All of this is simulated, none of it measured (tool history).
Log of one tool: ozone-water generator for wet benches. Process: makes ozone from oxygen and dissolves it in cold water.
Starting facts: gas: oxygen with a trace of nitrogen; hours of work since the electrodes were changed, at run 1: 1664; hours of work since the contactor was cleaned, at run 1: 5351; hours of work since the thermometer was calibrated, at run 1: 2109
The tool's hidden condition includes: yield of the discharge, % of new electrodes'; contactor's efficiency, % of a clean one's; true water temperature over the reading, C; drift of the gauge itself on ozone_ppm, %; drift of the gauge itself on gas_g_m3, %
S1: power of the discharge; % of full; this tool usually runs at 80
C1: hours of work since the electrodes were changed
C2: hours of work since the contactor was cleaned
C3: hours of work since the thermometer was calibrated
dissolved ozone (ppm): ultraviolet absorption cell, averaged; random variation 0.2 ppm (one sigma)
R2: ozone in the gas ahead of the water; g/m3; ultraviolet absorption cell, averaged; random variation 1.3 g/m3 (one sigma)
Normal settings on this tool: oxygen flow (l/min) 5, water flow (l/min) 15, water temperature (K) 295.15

{"run": 1, "hour": 0.0, "S1": 80, "oxygen flow (l/min)": 5, "water flow (l/min)": 15, "water temperature (K)": 295.15, "C1": 1664, "C2": 5351, "C3": 2109, "dissolved ozone (ppm)": 26.6, "R2": 240.8}
{"run": 2, "hour": 55.5, "S1": 80, "oxygen flow (l/min)": 5, "water flow (l/min)": 15, "water temperature (K)": 295.15, "C1": 1705, "C2": 5393, "C3": 2150, "dissolved ozone (ppm)": 26.5, "R2": 238.9}
{"run": 3, "hour": 91.3, "S1": 80, "oxygen flow (l/min)": 5, "water flow (l/min)": 15, "water temperature (K)": 295.15, "C1": 1732, "C2": 5420, "C3": 2177, "dissolved ozone (ppm)": 26.9, "R2": 239.3}
{"run": 4, "hour": 122.1, "S1": 80, "oxygen flow (l/min)": 5, "water flow (l/min)": 15, "water temperature (K)": 295.15, "C1": 1755, "C2": 5443, "C3": 2200, "dissolved ozone (ppm)": 26.6, "R2": 240.6}
{"run": 5, "hour": 182.8, "S1": 80, "oxygen flow (l/min)": 5, "water flow (l/min)": 15, "water temperature (K)": 295.15, "C1": 1801, "C2": 5488, "C3": 2246, "dissolved ozone (ppm)": 26.4, "R2": 239}
{"run": 6, "hour": 230.7, "S1": 80, "oxygen flow (l/min)": 5.31, "water flow (l/min)": 15, "water temperature (K)": 295.15, "C1": 1837, "C2": 5524, "C3": 2282, "dissolved ozone (ppm)": 26.3, "R2": 235.3}
{"run": 7, "hour": 278.1, "S1": 80, "oxygen flow (l/min)": 5, "water flow (l/min)": 15, "water temperature (K)": 301.15, "C1": 1872, "C2": 5559, "C3": 2317, "dissolved ozone (ppm)": 23.5, "R2": 240.7}
{"run": 8, "hour": 325.4, "S1": 80, "oxygen flow (l/min)": 5, "water flow (l/min)": 21, "water temperature (K)": 295.15, "C1": 1907, "C2": 5595, "C3": 2352, "dissolved ozone (ppm)": 19.3, "R2": 239.1}
{"run": 9, "hour": 375.1, "S1": 80, "oxygen flow (l/min)": 5, "water flow (l/min)": 21, "water temperature (K)": 295.15, "C1": 1945, "C2": 5632, "C3": 2390, "dissolved ozone (ppm)": 19.4, "R2": 239.2}
{"hour": 382.3, "done": "contactor cleaned"}
{"run": 10, "hour": 440.7, "S1": 80, "oxygen flow (l/min)": 5, "water flow (l/min)": 21, "water temperature (K)": 295.15, "C1": 1991, "C2": 44, "C3": 2436, "dissolved ozone (ppm)": 21.3, "R2": 238.4}
{"run": 11, "hour": 503.7, "S1": 47, "oxygen flow (l/min)": 5, "water flow (l/min)": 15, "water temperature (K)": 295.15, "C1": 2038, "C2": 91, "C3": 2483, "dissolved ozone (ppm)": 19.4, "R2": 165.2}
{"run": 12, "hour": 543.5, "S1": 47, "oxygen flow (l/min)": 5, "water flow (l/min)": 15, "water temperature (K)": 295.15, "C1": 2068, "C2": 121, "C3": 2513, "dissolved ozone (ppm)": 19.1, "R2": 165.4}
{"run": 13, "hour": 597.7, "S1": 47, "oxygen flow (l/min)": 5, "water flow (l/min)": 15, "water temperature (K)": 295.15, "C1": 2108, "C2": 161, "C3": 2553, "dissolved ozone (ppm)": 19.5, "R2": 164}
{"run": 14, "hour": 623.6, "S1": 47, "oxygen flow (l/min)": 5, "water flow (l/min)": 15, "water temperature (K)": 295.15, "C1": 2128, "C2": 181, "C3": 2573, "dissolved ozone (ppm)": 19.4, "R2": 165}
{"run": 15, "hour": 679.0, "S1": 80, "oxygen flow (l/min)": 5, "water flow (l/min)": 15, "water temperature (K)": 295.15, "C1": 2169, "C2": 222, "C3": 2614, "dissolved ozone (ppm)": 28, "R2": 238}
{"run": 16, "hour": 719.0, "S1": 80, "oxygen flow (l/min)": 5, "water flow (l/min)": 15, "water temperature (K)": 295.15, "C1": 2199, "C2": 252, "C3": 2644, "dissolved ozone (ppm)": 28.2, "R2": 238.1}
{"run": 17, "hour": 780.0, "S1": 92, "oxygen flow (l/min)": 5, "water flow (l/min)": 15, "water temperature (K)": 295.15, "C1": 2245, "C2": 298, "C3": 2690, "dissolved ozone (ppm)": 30.8, "R2": 263.4}
{"run": 18, "hour": 818.6, "S1": 92, "oxygen flow (l/min)": 3.72, "water flow (l/min)": 21, "water temperature (K)": 295.15, "C1": 2273, "C2": 326, "C3": 2718, "dissolved ozone (ppm)": 21.5, "R2": 290.2}
{"run": 19, "hour": 871.9, "S1": 75, "oxygen flow (l/min)": 5, "water flow (l/min)": 15, "water temperature (K)": 295.15, "C1": 2313, "C2": 366, "C3": 2758, "dissolved ozone (ppm)": 26.7, "R2": 227.1}
{"run": 20, "hour": 925.6, "S1": 97, "oxygen flow (l/min)": 4.61, "water flow (l/min)": 13, "water temperature (K)": 291.15, "C1": 2354, "C2": 407, "C3": 2799, "dissolved ozone (ppm)": 37.7, "R2": 282.1}
{"run": 21, "hour": 985.1, "S1": 97, "oxygen flow (l/min)": 4.61, "water flow (l/min)": 13, "water temperature (K)": 291.15, "C1": 2398, "C2": 451, "C3": 2843, "dissolved ozone (ppm)": 38.3, "R2": 278.8}
{"run": 22, "hour": 1036.0, "S1": 64, "oxygen flow (l/min)": 5, "water flow (l/min)": 20, "water temperature (K)": 295.15, "C1": 2436, "C2": 489, "C3": 2881, "dissolved ozone (ppm)": 18.9, "R2": 203.1}
{"run": 23, "hour": 1085.3, "S1": 54, "oxygen flow (l/min)": 6.85, "water flow (l/min)": 20, "water temperature (K)": 288.15, "C1": 2473, "C2": 526, "C3": 2918, "dissolved ozone (ppm)": 19.8, "R2": 161.3}
{"run": 24, "hour": 1147.3, "S1": 54, "oxygen flow (l/min)": 6.85, "water flow (l/min)": 20, "water temperature (K)": 288.15, "C1": 2519, "C2": 572, "C3": 2964, "dissolved ozone (ppm)": 19.7, "R2": 162.5}
{"run": 25, "hour": 1174.5, "S1": 54, "oxygen flow (l/min)": 6.85, "water flow (l/min)": 20, "water temperature (K)": 288.15, "C1": 2540, "C2": 593, "C3": 2985, "dissolved ozone (ppm)": 19.3, "R2": 161.8}
{"run": 26, "hour": 1228.8, "S1": 54, "oxygen flow (l/min)": 6.85, "water flow (l/min)": 20, "water temperature (K)": 288.15, "C1": 2580, "C2": 633, "C3": 3025, "dissolved ozone (ppm)": 19.8, "R2": 161}
{"run": 27, "hour": 1291.0, "S1": 68, "oxygen flow (l/min)": 5, "water flow (l/min)": 13, "water temperature (K)": 292.15, "C1": 2627, "C2": 680, "C3": 3072, "dissolved ozone (ppm)": 29, "R2": 212.9}
{"run": 28, "hour": 1350.8, "S1": 80, "oxygen flow (l/min)": 5, "water flow (l/min)": 13, "water temperature (K)": 295.15, "C1": 2672, "C2": 725, "C3": 3117, "dissolved ozone (ppm)": 30.7, "R2": 234.7}
{"run": 29, "hour": 1412.3, "S1": 52, "oxygen flow (l/min)": 5, "water flow (l/min)": 12, "water temperature (K)": 295.15, "C1": 2718, "C2": 771, "C3": 3163, "dissolved ozone (ppm)": 24.3, "R2": 173.1}
{"run": 30, "hour": 1456.5, "S1": 96, "oxygen flow (l/min)": 5, "water flow (l/min)": 14, "water temperature (K)": 295.15, "C1": 2751, "C2": 804, "C3": 3196, "dissolved ozone (ppm)": 33.2, "R2": 267.9}
{"run": 31, "hour": 1510.7, "S1": 96, "oxygen flow (l/min)": 5, "water flow (l/min)": 14, "water temperature (K)": 292.15, "C1": 2791, "C2": 844, "C3": 3236, "dissolved ozone (ppm)": 34.6, "R2": 264.2}
{"run": 32, "hour": 1573.8, "S1": 96, "oxygen flow (l/min)": 5, "water flow (l/min)": 14, "water temperature (K)": 292.15, "C1": 2839, "C2": 892, "C3": 3284, "dissolved ozone (ppm)": 34.9, "R2": 266.1}

Forecast each of these 5 alternatives for the next run:
{"run": "A", "hour": 1615.7, "S1": 54, "oxygen flow (l/min)": 5, "water flow (l/min)": 14, "water temperature (K)": 289.15, "C1": 2870, "C2": 923, "C3": 3315, "dissolved ozone (ppm)": "?", "R2": "?"}
{"run": "B", "hour": 1615.7, "S1": 85, "oxygen flow (l/min)": 5, "water flow (l/min)": 15, "water temperature (K)": 295.15, "C1": 2870, "C2": 923, "C3": 3315, "dissolved ozone (ppm)": "?", "R2": "?"}
{"run": "C", "hour": 1615.7, "S1": 96, "oxygen flow (l/min)": 4.48, "water flow (l/min)": 12, "water temperature (K)": 292.15, "C1": 2870, "C2": 923, "C3": 3315, "dissolved ozone (ppm)": "?", "R2": "?"}
{"run": "D", "hour": 1615.7, "S1": 68, "oxygen flow (l/min)": 5.62, "water flow (l/min)": 14, "water temperature (K)": 294.15, "C1": 2870, "C2": 923, "C3": 3315, "dissolved ozone (ppm)": "?", "R2": "?"}
{"run": "E", "hour": 1615.7, "S1": 96, "oxygen flow (l/min)": 8.88, "water flow (l/min)": 20, "water temperature (K)": 303.15, "C1": 2870, "C2": 923, "C3": 3315, "dissolved ozone (ppm)": "?", "R2": "?"}

run=A dissolved_ozone_(ppm)=24.6 R2=177.8
run=B dissolved_ozone_(ppm)=28.4 R2=246
run=C dissolved_ozone_(ppm)=38.2 R2=278.2
run=D dissolved_ozone_(ppm)=26.8 R2=204.8
run=E dissolved_ozone_(ppm)=22.3 R2=219.1
Without the tool's hidden state the same runs would have given:
run=A dissolved_ozone_(ppm)=26 R2=184.7
run=B dissolved_ozone_(ppm)=30.5 R2=259.5
run=C dissolved_ozone_(ppm)=41.1 R2=294.6
run=D dissolved_ozone_(ppm)=28.6 R2=214.4
run=E dissolved_ozone_(ppm)=24.1 R2=232

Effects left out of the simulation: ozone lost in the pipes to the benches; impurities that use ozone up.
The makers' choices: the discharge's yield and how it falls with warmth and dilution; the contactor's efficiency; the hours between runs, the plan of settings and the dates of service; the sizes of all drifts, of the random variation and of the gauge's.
